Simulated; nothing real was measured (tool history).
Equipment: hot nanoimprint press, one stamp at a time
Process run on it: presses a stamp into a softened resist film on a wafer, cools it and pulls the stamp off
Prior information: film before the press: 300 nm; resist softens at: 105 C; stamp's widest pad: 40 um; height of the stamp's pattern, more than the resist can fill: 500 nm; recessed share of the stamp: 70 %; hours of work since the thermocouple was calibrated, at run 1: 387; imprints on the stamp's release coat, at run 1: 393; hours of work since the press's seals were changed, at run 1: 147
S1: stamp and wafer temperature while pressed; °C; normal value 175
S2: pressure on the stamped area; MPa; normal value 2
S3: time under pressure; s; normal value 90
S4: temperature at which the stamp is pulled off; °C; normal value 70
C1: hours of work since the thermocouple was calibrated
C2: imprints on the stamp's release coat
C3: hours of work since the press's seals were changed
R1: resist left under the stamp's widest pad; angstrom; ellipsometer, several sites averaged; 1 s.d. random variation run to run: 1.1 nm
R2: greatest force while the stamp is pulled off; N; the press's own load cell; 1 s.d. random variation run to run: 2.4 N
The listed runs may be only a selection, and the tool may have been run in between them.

{"run": 1, "hour": 0.0, "S1": 175, "S2": 2, "S3": 90, "S4": 70, "C1": 387, "C2": 393, "C3": 147, "R1": 1658, "R2": 113}
{"run": 2, "hour": 6.3, "S1": 175, "S2": 2, "S3": 90, "S4": 70, "C1": 389, "C2": 406, "C3": 150, "R1": 1669, "R2": 111}
{"run": 3, "hour": 13.7, "S1": 175, "S2": 1.76, "S3": 90, "S4": 70, "C1": 393, "C2": 423, "C3": 153, "R1": 1765, "R2": 112}
{"run": 4, "hour": 23.2, "S1": 175, "S2": 1.76, "S3": 90, "S4": 70, "C1": 397, "C2": 444, "C3": 158, "R1": 1774, "R2": 106}
{"run": 5, "hour": 32.4, "S1": 175, "S2": 2, "S3": 90, "S4": 70, "C1": 401, "C2": 464, "C3": 162, "R1": 1680, "R2": 118}
{"run": 6, "hour": 39.5, "S1": 175, "S2": 2, "S3": 68, "S4": 70, "C1": 404, "C2": 479, "C3": 165, "R1": 1830, "R2": 110}
{"run": 7, "hour": 47.7, "S1": 175, "S2": 2, "S3": 68, "S4": 70, "C1": 408, "C2": 497, "C3": 169, "R1": 1845, "R2": 114}
{"run": 8, "hour": 55.4, "S1": 168, "S2": 1.26, "S3": 47, "S4": 70, "C1": 411, "C2": 514, "C3": 172, "R1": 2660, "R2": 110}
{"hour": 59.6, "done": "plate thermocouple calibrated"}
{"run": 9, "hour": 69.8, "S1": 168, "S2": 1.26, "S3": 47, "S4": 70, "C1": 5, "C2": 539, "C3": 177, "R1": 2693, "R2": 114}

Run 10 comes next. What will it give?
{"run": 10, "hour": 76.1, "S1": 174, "S2": 1.89, "S3": 90, "S4": 78, "C1": 7, "C2": 553, "C3": 180, "R1": "?", "R2": "?"}

{"run 10": {"R1": 1799, "R2": 108}}
If the tool had no hidden condition, the same run with the same run-to-run variation would have returned R1 1704 angstrom, R2 101 N.
